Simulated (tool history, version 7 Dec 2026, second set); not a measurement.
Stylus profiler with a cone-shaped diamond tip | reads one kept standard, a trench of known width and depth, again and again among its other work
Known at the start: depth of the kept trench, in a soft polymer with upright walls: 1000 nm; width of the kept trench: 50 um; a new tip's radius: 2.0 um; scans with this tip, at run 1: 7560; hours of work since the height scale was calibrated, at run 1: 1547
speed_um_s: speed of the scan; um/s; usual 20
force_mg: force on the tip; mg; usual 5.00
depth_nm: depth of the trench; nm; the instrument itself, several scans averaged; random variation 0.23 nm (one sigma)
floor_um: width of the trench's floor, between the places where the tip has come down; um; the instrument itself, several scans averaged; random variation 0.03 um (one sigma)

| run | hour | speed_um_s | force_mg | scans with this tip | hours of work since the height scale was calibrated | depth_nm | floor_um |
|---|---|---|---|---|---|---|---|
| 1 | 0.0 | 20 | 5.00 | 7560 | 1547 | 1026.67 | 45.66 |
| 2 | 42.0 | 20 | 12.60 | 7707 | 1578 | 1045.38 | 45.64 |
| 3 | 93.7 | 5 | 12.60 | 7888 | 1615 | 1045.86 | 45.67 |
| 4 | 154.4 | 5 | 12.60 | 8101 | 1658 | 1045.83 | 45.64 |
| 5 | 217.5 | 5 | 12.60 | 8322 | 1703 | 1046.54 | 45.63 |
| 6 | 284.7 | 5 | 12.60 | 8557 | 1752 | 1045.71 | 45.61 |
| 7 | 342.5 | 31 | 13.92 | 8760 | 1793 | 1049.66 | 45.52 |
| 8 | 380.2 | 42 | 5.21 | 8892 | 1820 | 1028.18 | 45.43 |
| 9 | 426.6 | 6 | 9.44 | 9055 | 1853 | 1039.34 | 45.56 |
| 10 | 475.4 | 35 | 5.00 | 9226 | 1888 | 1027.72 | 45.41 |
| 11 | 542.3 | 8 | 2.30 | 9460 | 1936 | 1019.05 | 45.54 |

The same runs without the tool's hidden state, with the same run-to-run variation:
The hidden state here: radius of the tip, um; height scale over the true one, %; drift of the gauge itself on depth_nm, %; drift of the gauge itself on floor_um, %.
| run | depth_nm | floor_um |
|---|---|---|
| 1 | 1021.80 | 46.48 |
| 2 | 1040.31 | 46.48 |
| 3 | 1040.66 | 46.53 |
| 4 | 1040.50 | 46.51 |
| 5 | 1041.05 | 46.53 |
| 6 | 1040.05 | 46.53 |
| 7 | 1043.84 | 46.46 |
| 8 | 1022.39 | 46.38 |
| 9 | 1033.38 | 46.54 |
| 10 | 1021.72 | 46.40 |
| 11 | 1012.94 | 46.55 |

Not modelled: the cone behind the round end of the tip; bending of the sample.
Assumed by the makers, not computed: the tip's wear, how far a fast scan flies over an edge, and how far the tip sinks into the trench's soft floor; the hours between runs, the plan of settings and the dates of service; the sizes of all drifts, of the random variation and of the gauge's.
